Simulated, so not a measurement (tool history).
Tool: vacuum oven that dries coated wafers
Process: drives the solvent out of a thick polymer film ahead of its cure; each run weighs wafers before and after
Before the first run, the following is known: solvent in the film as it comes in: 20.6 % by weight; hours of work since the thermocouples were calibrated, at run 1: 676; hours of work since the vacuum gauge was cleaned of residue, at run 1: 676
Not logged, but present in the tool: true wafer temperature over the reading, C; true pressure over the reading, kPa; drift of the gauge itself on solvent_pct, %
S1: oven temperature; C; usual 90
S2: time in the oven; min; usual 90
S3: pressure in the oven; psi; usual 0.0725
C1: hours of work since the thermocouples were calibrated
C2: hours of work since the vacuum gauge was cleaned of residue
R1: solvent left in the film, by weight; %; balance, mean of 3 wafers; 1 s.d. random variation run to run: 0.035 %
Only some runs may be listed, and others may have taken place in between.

Run 1, hour 0: usual settings; C1 676; C2 676. Result: R1 2.01 %.
Run 2, hour 50.3: usual settings but S1 87 C; C1 697; C2 697. Result: R1 2.55 %.
Run 3, hour 90.4: usual settings but S1 87 C; C1 714; C2 714. Result: R1 2.61 %.
Run 4, hour 132: usual settings but S1 87 C; C1 731; C2 731. Result: R1 2.66 %.
Run 5, hour 159.8: usual settings but S1 87 C, S3 0.0595 psi; C1 742; C2 742. Result: R1 2.48 %.
Run 6, hour 206.3: usual settings but S1 87 C, S3 0.0595 psi; C1 762; C2 762. Result: R1 2.49 %.
Run 7, hour 264.3: usual settings but S1 76 C, S3 0.2163 psi; C1 786; C2 786. Result: R1 7.94 %.
At hour 269.6: vacuum gauge cleaned of residue and calibrated.
Run 8, hour 324.7: usual settings but S1 95 C, S2 91 min, S3 0.2163 psi; C1 810; C2 23. Result: R1 2.76 %.
Run 9, hour 370.9: usual settings but S1 95 C, S2 91 min, S3 0.2163 psi; C1 829; C2 42. Result: R1 2.72 %.
Run 10, hour 423.3: usual settings but S1 95 C, S2 91 min, S3 0.2163 psi; C1 851; C2 64. Result: R1 2.82 %.
Run 11, hour 462.7: usual settings but S2 65 min; C1 867; C2 80. Result: R1 3.44 %.

Had the tool no unlogged condition, and each run kept its random variation, what would the results have been?
run    R1
  1  1.68
  2  2.15
  3   2.2
  4  2.24
  5  2.05
  6  2.05
  7  7.18
  8  2.34
  9  2.29
 10  2.38
 11  2.86
